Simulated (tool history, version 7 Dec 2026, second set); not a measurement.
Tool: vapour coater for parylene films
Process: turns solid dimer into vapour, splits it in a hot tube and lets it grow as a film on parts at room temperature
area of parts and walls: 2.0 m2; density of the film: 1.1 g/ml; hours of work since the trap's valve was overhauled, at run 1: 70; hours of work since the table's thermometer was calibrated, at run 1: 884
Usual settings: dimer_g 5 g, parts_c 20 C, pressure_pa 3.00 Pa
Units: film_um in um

run,hour,dimer_g,parts_c,pressure_pa,hours of work since the trap's valve was overhauled,hours of work since the table's thermometer was calibrated,film_um
1,0.0,5,20,3.00,70,884,1.34
2,30.3,5,20,3.00,84,898,1.31
3,55.1,5,20,3.00,95,908,1.31
4,94.8,5,20,3.00,112,926,1.32
5,125.7,5,20,3.19,125,939,1.31
6,164.3,5,23,3.00,142,956,1.18
7,217.8,5,23,3.00,166,980,1.20
8,248.4,5,23,3.00,179,993,1.21
9,281.0,5,19,3.00,193,1007,1.32
10,309.3,5,20,3.00,206,1020,1.31
11,337.8,5,20,3.00,218,1032,1.29
12,366.6,5,20,3.00,231,1045,1.29
13,406.9,5,20,3.00,248,1062,1.32
14,465.3,5,20,3.00,274,1088,1.27
15,506.2,5,20,3.00,292,1106,1.27
16,539.6,5,20,3.00,306,1120,1.28
17,572.3,5,20,3.00,321,1135,1.24
18,618.1,4,20,6.01,341,1155,0.86
19,643.5,5,20,3.00,352,1166,1.27
20,691.8,5,32,7.49,373,1187,0.77
21,726.5,7,25,3.49,388,1202,1.48
22,754.8,7,25,3.49,400,1214,1.49
23,803.6,3,14,2.39,422,1236,0.93
24,851.1,6,25,2.39,443,1256,1.39
25,903.5,6,25,2.39,465,1279,1.38
26,963.0,3,29,3.89,491,1305,0.55
27,999.4,7,23,2.51,507,1321,1.72
28,1023.4,5,15,2.07,518,1332,1.57
29,1050.7,5,15,2.07,530,1344,1.56
# hour 1093.2: trap's valve overhauled
30,1094.5,5,16,6.41,1,1361,1.22
31,1121.2,3,31,3.87,12,1373,0.56

Forecast each of these 4 alternatives for the next run:
A,1151.8,3,20,3.00,26,1386,?
B,1151.8,8,31,3.87,26,1386,?
C,1151.8,3,24,5.40,26,1386,?
D,1151.8,3,19,3.87,26,1386,?

run,film_um
A,0.77
B,1.48
C,0.61
D,0.78
Without the tool's hidden state the same runs would have given:
run,film_um
A,0.77
B,1.48
C,0.61
D,0.78

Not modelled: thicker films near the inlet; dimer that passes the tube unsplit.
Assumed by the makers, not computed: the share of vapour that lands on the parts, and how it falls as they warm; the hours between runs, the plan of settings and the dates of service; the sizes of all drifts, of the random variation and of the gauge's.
